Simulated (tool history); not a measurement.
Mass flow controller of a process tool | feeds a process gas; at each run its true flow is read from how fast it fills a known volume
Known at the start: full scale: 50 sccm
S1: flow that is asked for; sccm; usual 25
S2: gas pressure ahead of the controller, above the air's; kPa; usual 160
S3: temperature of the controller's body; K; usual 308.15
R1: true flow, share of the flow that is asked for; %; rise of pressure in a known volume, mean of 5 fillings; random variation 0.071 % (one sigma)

run	day	S1	S2	S3	R1
1	0	25	160	308.15	100.16
2	7.308	25	160	308.15	100.45
3	11.896	25	160	310.15	100.48
4	18.862	25	169	308.15	100.61
5	26.233	25	160	308.15	100.66
6	32.242	25	160	308.15	100.79
7	39.625	40	160	308.15	101.23
8	45.708	40	160	308.15	101.24
9	50.867	40	160	308.15	101.34
10	55.721	40	160	308.15	101.36
11	64.058	40	167	308.15	101.5
12	71.771	40	167	296.15	100.77
13	80.096	40	204	296.15	100.65
14	85.754	47	160	308.15	102.12
15	93.75	47	160	308.15	102.14
16	98.808	47	160	308.15	102.05
17	103.029	25	160	308.15	101.65
# day 108.729: gauge calibrated
18	109.512	25	160	308.15	100.31
19	114.042	25	160	308.15	100.42
20	120.254	25	160	300.15	100.03
21	126.346	25	160	308.15	100.42
22	131.629	25	160	308.15	100.62
23	139.95	25	160	308.15	100.85
24	147.892	25	160	308.15	100.83
25	155.717	25	160	308.15	100.86
26	161.925	25	142	312.15	101.35
27	169.492	25	175	312.15	101.36
28	176.608	25	216	297.15	100.23
# day 179.825: gauge calibrated
29	182.862	11	155	297.15	99.51
30	187.975	11	160	297.15	99.45
31	194.275	25	159	301.15	100.1
32	200.054	17	159	295.15	99.61
33	204.25	12	160	297.15	99.71
34	211.421	40	217	308.15	100.64
35	218.742	40	217	309.15	100.9
36	226.917	16	277	308.15	100.1
37	234.467	12	160	308.15	100.78
38	238.583	12	160	308.15	100.85
39	246.558	16	141	308.15	101.14
40	253.108	27	178	304.15	100.95
41	259.092	25	162	298.15	100.78
42	264.433	9	162	298.15	100.48
43	270.7	16	210	308.15	100.98
44	276.754	44	160	309.15	101.89
45	283.992	7	198	301.15	100.62
46	291.004	7	198	301.15	100.77
47	295.488	14	143	300.15	101.22
48	302.929	12	160	308.15	101.58
49	311.271	27	146	299.15	101.69

The same runs without the tool's hidden state, with the same run-to-run variation:
The hidden state here: flow at rest that the sensor doesn't see, % of full scale; true flow over the shown one, %; drift of the gauge itself on true_pct, %.
run	R1
1	100.16
2	100.35
3	100.32
4	100.36
5	100.31
6	100.36
7	100.71
8	100.64
9	100.66
10	100.62
11	100.65
12	99.83
13	99.6
14	100.98
15	100.89
16	100.74
17	100.29
18	100.3
19	100.34
20	99.87
21	100.18
22	100.32
23	100.43
24	100.31
25	100.23
26	100.64
27	100.55
28	99.34
29	99.46
30	99.34
31	99.9
32	99.33
33	99.38
34	100.22
35	100.38
36	99.47
37	100.04
38	100.06
39	100.25
40	99.98
41	99.73
42	99.36
43	99.78
44	100.6
45	99.24
46	99.3
47	99.69
48	99.94
49	99.96

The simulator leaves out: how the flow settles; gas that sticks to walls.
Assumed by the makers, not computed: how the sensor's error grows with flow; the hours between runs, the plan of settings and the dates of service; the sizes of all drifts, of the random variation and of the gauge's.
